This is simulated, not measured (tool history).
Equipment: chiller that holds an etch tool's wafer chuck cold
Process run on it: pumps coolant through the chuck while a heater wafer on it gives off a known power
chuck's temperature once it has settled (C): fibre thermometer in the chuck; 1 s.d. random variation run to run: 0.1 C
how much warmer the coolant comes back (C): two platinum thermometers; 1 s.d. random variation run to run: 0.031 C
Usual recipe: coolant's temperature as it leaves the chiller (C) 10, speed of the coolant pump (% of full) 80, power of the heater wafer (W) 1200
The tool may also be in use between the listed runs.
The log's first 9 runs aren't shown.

| run | hour | coolant's temperature as it leaves the chiller (C) | speed of the coolant pump (% of full) | power of the heater wafer (W) | hours since the coolant was changed and the channels were flushed | hours since the pump was overhauled | hours since the chiller's thermometer was calibrated | chuck's temperature once it has settled (C) | how much warmer the coolant comes back (C) |
|---|---|---|---|---|---|---|---|---|---|
| 10 | 667.5 | 16 | 80 | 1200 | 4698 | 2521 | 2387 | 25.8 | 3.07 |
| 11 | 733.6 | 16 | 80 | 1200 | 4764 | 2587 | 2453 | 25.8 | 3.05 |
| 12 | 787.6 | 10 | 80 | 1200 | 4818 | 2642 | 2507 | 19.7 | 3.02 |
| 13 | 829.7 | 10 | 80 | 1200 | 4860 | 2684 | 2549 | 19.7 | 3.08 |
| 14 | 929.7 | 10 | 80 | 1080 | 4960 | 2784 | 2649 | 18.5 | 2.71 |
| 15 | 1005.5 | 17 | 80 | 1080 | 5036 | 2859 | 2725 | 25.6 | 2.73 |
| 16 | 1056.6 | 17 | 80 | 1080 | 5087 | 2911 | 2776 | 25.6 | 2.75 |
| 17 | 1126.1 | 17 | 80 | 1080 | 5157 | 2980 | 2846 | 25.9 | 2.76 |
|  | 1158.5 | chiller's thermometer calibrated |
| 18 | 1196.9 | 10 | 80 | 1772 | 5227 | 3050 | 38 | 24.8 | 4.55 |
| 19 | 1280.6 | 0 | 80 | 1772 | 5310 | 3134 | 122 | 14.9 | 4.55 |
| 20 | 1374.1 | 10 | 80 | 995 | 5404 | 3227 | 216 | 18.3 | 2.53 |
| 21 | 1449.1 | 3 | 73 | 1124 | 5479 | 3302 | 291 | 13.3 | 3.19 |
| 22 | 1545.5 | 18 | 72 | 653 | 5575 | 3398 | 387 | 24.2 | 1.86 |
| 23 | 1635.3 | 2 | 72 | 843 | 5665 | 3488 | 477 | 9.8 | 2.47 |
| 24 | 1699.9 | 12 | 78 | 864 | 5730 | 3553 | 541 | 19.6 | 2.26 |
| 25 | 1776.8 | 9 | 80 | 1780 | 5806 | 3630 | 618 | 24.3 | 4.58 |
| 26 | 1865.3 | 9 | 80 | 1780 | 5895 | 3718 | 707 | 24.2 | 4.53 |
| 27 | 1943.4 | 10 | 61 | 1242 | 5973 | 3796 | 785 | 23.6 | 4.34 |

For run 28, what comes out?
| 28 | 2042.7 | 8 | 80 | 654 | 6072 | 3896 | 884 | ? | ? |

Run 28 measured chuck's temperature once it has settled (C) 13.6, how much warmer the coolant comes back (C) 1.66.
On a tool with no hidden condition, and with the same random variation, this run would have come out at chuck's temperature once it has settled (C) 12.7, how much warmer the coolant comes back (C) 1.56.
